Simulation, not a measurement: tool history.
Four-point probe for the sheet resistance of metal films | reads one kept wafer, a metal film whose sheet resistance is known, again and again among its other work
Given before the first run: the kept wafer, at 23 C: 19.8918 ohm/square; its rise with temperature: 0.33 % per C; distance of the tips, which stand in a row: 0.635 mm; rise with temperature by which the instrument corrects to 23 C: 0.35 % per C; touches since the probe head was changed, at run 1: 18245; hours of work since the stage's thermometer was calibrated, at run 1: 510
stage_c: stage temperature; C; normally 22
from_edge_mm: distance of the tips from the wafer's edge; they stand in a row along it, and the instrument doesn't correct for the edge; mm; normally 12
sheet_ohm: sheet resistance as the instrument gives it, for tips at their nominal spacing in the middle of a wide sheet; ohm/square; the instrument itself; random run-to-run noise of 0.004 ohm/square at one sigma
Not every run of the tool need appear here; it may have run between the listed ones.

run	day	stage_c	from_edge_mm	touches since the probe head was changed	hours of work since the stage's thermometer was calibrated	sheet_ohm
1	0	22	12	18245	510	19.945114
2	1.896	22	12	20316	540	19.935052
3	3.854	22	12	22451	571	19.938834
4	5.088	22	12	23796	591	19.932248
5	6.762	23	12	25627	617	19.925391
6	8.317	23	12	27321	642	19.916377
7	10.267	23	12	29451	673	19.923327
8	12.096	19	12	31445	702	19.92532
9	14.333	19	12	33885	738	19.92038
10	16.271	19	12	36001	769	19.927849
11	17.858	19	12	37734	794	19.917585
12	19.508	22	12	39535	820	19.910773
13	21.629	22	12	41850	854	19.905279
14	22.717	22	12	43036	871	19.898803
15	24.004	19	3	44440	892	20.353556
16	25.212	30	3	45761	911	20.303781
17	26.283	30	3	46930	928	20.294189
18	28.221	30	3	49042	959	20.288954
19	29.717	30	3	50677	982	20.290052
20	31.246	22	3	52345	1007	20.325249
21	33.267	27	7	54551	1039	19.90987
22	34.812	27	7	56238	1063	19.915684
23	36.896	32	12	58513	1097	19.840795
24	38.7	32	12	60480	1125	19.837908
25	40.138	28	36	62049	1148	19.813438
26	41.733	26	4	63788	1174	20.086645
27	43.662	31	54	65897	1204	19.796267

5 options for the next run, each taken on its own from the tool as it stands now. Forecast them:
A	45.558	18	54	67964	1234	?
B	45.558	28	26	67964	1234	?
C	45.558	22	38	67964	1234	?
D	45.558	19	3	67964	1234	?
E	45.558	32	21	67964	1234	?

run	sheet_ohm
A	19.847642
B	19.814296
C	19.83575
D	20.317148
E	19.793489
With no hidden state in the tool, these same runs would have given:
run	sheet_ohm
A	19.91282
B	19.878461
C	19.90052
D	20.383702
E	19.857241

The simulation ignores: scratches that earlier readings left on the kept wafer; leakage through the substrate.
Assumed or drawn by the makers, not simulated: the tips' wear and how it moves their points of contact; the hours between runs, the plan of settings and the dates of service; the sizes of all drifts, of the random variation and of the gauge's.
